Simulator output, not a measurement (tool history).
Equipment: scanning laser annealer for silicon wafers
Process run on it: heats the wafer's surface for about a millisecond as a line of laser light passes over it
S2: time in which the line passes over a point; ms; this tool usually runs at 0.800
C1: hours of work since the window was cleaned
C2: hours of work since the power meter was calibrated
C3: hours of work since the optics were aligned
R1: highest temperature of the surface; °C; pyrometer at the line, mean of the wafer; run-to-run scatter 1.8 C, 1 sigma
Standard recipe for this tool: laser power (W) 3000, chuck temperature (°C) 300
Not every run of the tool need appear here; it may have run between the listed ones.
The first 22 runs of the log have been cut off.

Run 23, hour 215.2: usual settings but laser power (W) 2857, S2 0.735 ms; C1 168; C2 144; C3 360. Result: R1 959 °C.
Run 24, hour 225.9: usual settings but laser power (W) 2741, chuck temperature (°C) 276; C1 173; C2 149; C3 365. Result: R1 934 °C.
At hour 228.8: window over the wafer cleaned.
Run 25, hour 236.4: usual settings but laser power (W) 2965, S2 0.669 ms, chuck temperature (°C) 299; C1 3; C2 153; C3 368. Result: R1 941 °C.
Run 26, hour 244.0: usual settings but laser power (W) 2970, S2 0.667 ms, chuck temperature (°C) 298; C1 7; C2 156; C3 372. Result: R1 942 °C.
Run 27, hour 252.3: usual settings but laser power (W) 2970, S2 0.667 ms, chuck temperature (°C) 298; C1 10; C2 160; C3 375. Result: R1 940 °C.
At hour 261.9: window over the wafer cleaned, once more.
Run 28, hour 266.1: usual settings but laser power (W) 2970, S2 0.667 ms, chuck temperature (°C) 298; C1 2; C2 165; C3 381. Result: R1 954 °C.
Run 29, hour 276.9: usual settings but laser power (W) 2763, S2 0.687 ms, chuck temperature (°C) 264; C1 7; C2 170; C3 385. Result: R1 877 °C.
Run 30, hour 286.4: usual settings but laser power (W) 3294, S2 0.655 ms, chuck temperature (°C) 264; C1 11; C2 174; C3 389. Result: R1 994 °C.
Run 31, hour 299.4: usual settings but laser power (W) 3294, S2 0.655 ms, chuck temperature (°C) 264; C1 17; C2 180; C3 395. Result: R1 991 °C.
Run 32, hour 310.2: usual settings but laser power (W) 3294, S2 0.655 ms, chuck temperature (°C) 264; C1 21; C2 185; C3 400. Result: R1 991 °C.
Run 33, hour 321.4: usual settings but laser power (W) 2553, S2 0.818 ms, chuck temperature (°C) 314; C1 26; C2 190; C3 405. Result: R1 938 °C.
Run 34, hour 333.0: usual settings but laser power (W) 2856, chuck temperature (°C) 338; C1 31; C2 195; C3 410. Result: R1 1031 °C.
Run 35, hour 344.3: usual settings but laser power (W) 3239, S2 0.739 ms, chuck temperature (°C) 273; C1 36; C2 200; C3 415. Result: R1 1036 °C.
Run 36, hour 355.8: usual settings but laser power (W) 3239, S2 0.739 ms, chuck temperature (°C) 273; C1 41; C2 205; C3 420. Result: R1 1037 °C.
Run 37, hour 368.2: usual settings but laser power (W) 2581, S2 0.617 ms, chuck temperature (°C) 273; C1 47; C2 210; C3 426. Result: R1 809 °C.
Run 38, hour 378.9: usual settings but laser power (W) 2749, chuck temperature (°C) 306; C1 52; C2 215; C3 430. Result: R1 973 °C.
Run 39, hour 385.8: usual settings but laser power (W) 2749, chuck temperature (°C) 306; C1 55; C2 218; C3 433. Result: R1 973 °C.
Run 40, hour 396.3: usual settings but laser power (W) 2749, chuck temperature (°C) 306; C1 59; C2 223; C3 438. Result: R1 972 °C.
Run 41, hour 409.3: usual settings but laser power (W) 2556, S2 0.910 ms, chuck temperature (°C) 317; C1 65; C2 228; C3 444. Result: R1 980 °C.

Below are 4 alternative next runs, each starting from the tool's condition after run 41. Predict each:
Run A, hour 415.4: usual settings but S2 0.814 ms, chuck temperature (°C) 278; C1 68; C2 231; C3 446. Result: R1 ?.
Run B, hour 415.4: usual settings but laser power (W) 2556, S2 0.947 ms, chuck temperature (°C) 312; C1 68; C2 231; C3 446. Result: R1 ?.
Run C, hour 415.4: usual settings but laser power (W) 2919, chuck temperature (°C) 334; C1 68; C2 231; C3 446. Result: R1 ?.
Run D, hour 415.4: usual settings but laser power (W) 3198; C1 68; C2 231; C3 446. Result: R1 ?.

run    R1
  A  1017
  B   988
  C  1044
  D  1087
Without the tool's unlogged condition, the same runs would have read:
run    R1
  A  1027
  B   997
  C  1054
  D  1098

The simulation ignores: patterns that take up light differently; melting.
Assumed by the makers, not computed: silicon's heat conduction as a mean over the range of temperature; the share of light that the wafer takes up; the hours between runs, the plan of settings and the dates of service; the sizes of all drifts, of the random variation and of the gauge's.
